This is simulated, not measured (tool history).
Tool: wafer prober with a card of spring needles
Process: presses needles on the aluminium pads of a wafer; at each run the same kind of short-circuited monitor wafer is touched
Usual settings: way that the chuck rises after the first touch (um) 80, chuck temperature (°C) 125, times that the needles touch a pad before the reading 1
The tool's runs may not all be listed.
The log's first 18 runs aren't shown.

| run | hour | way that the chuck rises after the first touch (um) | chuck temperature (°C) | times that the needles touch a pad before the reading | touches since the tips were cleaned | cleanings since the card got new needles | touches since the first contact's height was set | resistance of one needle with its contact and lead (mohm) | way that a needle slides on the pad (um) |
|---|---|---|---|---|---|---|---|---|---|
|  | 885.4 | tips cleaned on abrasive film |
| 19 | 885.4 | 95 | 49 | 2 | 0 | 46 | 25327 | 110 | 11.427 |
| 20 | 931.2 | 84 | 125 | 2 | 7075 | 46 | 32402 | 148 | 10.101 |
|  | 945.4 | tips cleaned on abrasive film |
| 21 | 972.5 | 84 | 125 | 2 | 4178 | 47 | 38762 | 145 | 10.092 |
|  | 1004.5 | tips cleaned on abrasive film |
| 22 | 1029.3 | 84 | 125 | 2 | 3840 | 48 | 47524 | 140 | 10.087 |
|  | 1062.9 | tips cleaned on abrasive film |
| 23 | 1100.2 | 79 | 73 | 1 | 5746 | 49 | 58445 | 165 | 9.472 |
|  | 1119.8 | tips cleaned on abrasive film |
| 24 | 1140.3 | 61 | 88 | 1 | 3173 | 50 | 64632 | 179 | 7.305 |
|  | 1177 | tips cleaned on abrasive film |
| 25 | 1201 | 75 | 32 | 1 | 3704 | 51 | 73981 | 157 | 8.98 |
|  | 1232.5 | tips cleaned on abrasive film |
|  | 1232.8 | height of the first contact set anew |
| 26 | 1259.7 | 80 | 119 | 1 | 4150 | 52 | 4150 | 164 | 9.642 |
|  | 1292.7 | tips cleaned on abrasive film |
| 27 | 1297.6 | 80 | 119 | 1 | 760 | 53 | 9985 | 132 | 9.636 |
| 28 | 1340.6 | 62 | 40 | 2 | 7404 | 53 | 16629 | 172 | 7.464 |
|  | 1350.6 | tips cleaned on abrasive film |
| 29 | 1376.8 | 62 | 40 | 2 | 4042 | 54 | 22201 | 156 | 7.465 |
|  | 1411.4 | tips cleaned on abrasive film |
| 30 | 1423.4 | 62 | 40 | 2 | 1855 | 55 | 29380 | 142 | 7.451 |
| 31 | 1455.5 | 86 | 62 | 1 | 6815 | 55 | 34340 | 165 | 10.349 |
|  | 1466.9 | tips cleaned on abrasive film |
| 32 | 1498.3 | 86 | 40 | 1 | 4851 | 56 | 40933 | 155 | 10.332 |

3 ways to go on from here, each from the tool as it stands after run 32. What would each give?
|  | 1524.9 | tips cleaned on abrasive film |
| A | 1538.5 | 86 | 40 | 2 | 2103 | 57 | 47123 | ? | ? |
|  | 1524.9 | tips cleaned on abrasive film |
| B | 1538.5 | 89 | 37 | 2 | 2103 | 57 | 47123 | ? | ? |
|  | 1524.9 | tips cleaned on abrasive film |
| C | 1538.5 | 67 | 125 | 1 | 2103 | 57 | 47123 | ? | ? |

| run | resistance of one needle with its contact and lead (mohm) | way that a needle slides on the pad (um) |
|---|---|---|
| A | 125 | 10.325 |
| B | 123 | 10.693 |
| C | 160 | 8.043 |
Without the tool's hidden state the same runs would have given:
| run | resistance of one needle with its contact and lead (mohm) | way that a needle slides on the pad (um) |
|---|---|---|
| A | 108 | 10.363 |
| B | 107 | 10.731 |
| C | 123 | 8.08 |

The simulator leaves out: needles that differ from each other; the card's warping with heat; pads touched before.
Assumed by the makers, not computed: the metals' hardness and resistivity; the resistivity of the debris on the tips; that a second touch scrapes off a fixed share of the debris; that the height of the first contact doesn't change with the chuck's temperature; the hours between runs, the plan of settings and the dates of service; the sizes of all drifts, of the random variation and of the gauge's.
